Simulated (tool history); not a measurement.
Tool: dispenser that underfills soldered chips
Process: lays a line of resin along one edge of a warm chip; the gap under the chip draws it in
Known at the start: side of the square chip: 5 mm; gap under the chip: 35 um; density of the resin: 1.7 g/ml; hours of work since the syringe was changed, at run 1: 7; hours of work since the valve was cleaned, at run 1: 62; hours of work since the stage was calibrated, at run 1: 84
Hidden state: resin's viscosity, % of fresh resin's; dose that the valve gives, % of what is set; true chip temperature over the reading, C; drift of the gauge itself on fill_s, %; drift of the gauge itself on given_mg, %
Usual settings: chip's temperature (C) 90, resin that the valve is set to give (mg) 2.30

run	day	chip's temperature (C)	resin that the valve is set to give (mg)	hours of work since the syringe was changed	hours of work since the valve was cleaned	hours of work since the stage was calibrated	time until the resin shows at the far edge (s)	resin that the valve gave (mg)
1	0.000	90	2.30	7	62	84	51.4	2.251
# day 0.192: new syringe of resin
2	0.238	90	2.17	1	66	88	29.8	2.112
3	0.442	90	2.17	4	70	92	40.0	2.103
4	0.604	90	2.17	7	73	94	51.3	2.100
# day 0.808: new syringe of resin
5	0.850	90	2.87	1	77	98	28.6	2.778
6	1.017	90	2.71	4	80	101	36.5	2.630
7	1.125	90	2.71	6	82	103	42.6	2.616
8	1.271	90	2.71	8	84	106	53.4	2.618
# day 1.421: new syringe of resin
9	1.529	90	2.71	2	88	110	31.1	2.604
10	1.642	90	2.30	4	90	112	37.9	2.204
11	1.762	90	2.30	6	92	114	45.1	2.202
12	1.904	90	2.30	8	95	117	54.8	2.212
# day 2.062: dispensing valve cleaned and set on the balance
# day 2.083: new syringe of resin
13	2.083	90	2.30	0	0	119	27.8	2.303
14	2.221	91	2.30	2	3	121	32.7	2.280
15	2.446	102	2.30	6	6	125	31.8	2.280
16	2.596	77	2.18	9	9	128	97.6	2.189
# day 2.708: new syringe of resin
17	2.788	77	2.18	1	12	131	49.9	2.163
18	2.900	93	2.64	3	14	133	32.1	2.632
19	3.112	93	2.15	7	18	136	46.8	2.113
20	3.242	93	2.15	9	20	139	55.5	2.143
# day 3.329: new syringe of resin
21	3.454	93	2.15	2	24	142	30.2	2.136
22	3.683	86	2.88	6	28	146	52.1	2.847
23	3.904	76	2.43	10	31	150	105.7	2.395
# day 3.954: new syringe of resin
24	4.100	76	2.87	3	35	153	55.5	2.837
25	4.233	104	2.33	5	37	156	25.9	2.289
26	4.396	104	2.33	8	40	158	33.0	2.295
# day 4.583: new syringe of resin
27	4.604	81	2.08	0	43	162	39.4	2.047
28	4.808	99	2.30	4	47	165	28.1	2.276
29	4.925	90	2.69	6	49	167	44.8	2.622
30	5.125	90	2.69	9	52	171	60.7	2.644

Forecast each of these 5 alternatives for the next run:
# day 5.200: new syringe of resin
A	5.288	79	2.15	2	55	173	?	?
# day 5.200: new syringe of resin
B	5.288	80	2.46	2	55	173	?	?
# day 5.200: new syringe of resin
C	5.288	84	2.29	2	55	173	?	?
# day 5.200: new syringe of resin
D	5.288	99	2.37	2	55	173	?	?
# day 5.200: new syringe of resin
E	5.288	80	2.86	2	55	173	?	?

run	time until the resin shows at the far edge (s)	resin that the valve gave (mg)
A	46.2	2.084
B	43.8	2.409
C	38.8	2.235
D	22.8	2.317
E	44.0	2.786
Without the tool's hidden state the same runs would have given:
run	time until the resin shows at the far edge (s)	resin that the valve gave (mg)
A	41.2	2.134
B	39.2	2.465
C	34.7	2.288
D	20.4	2.371
E	39.4	2.852
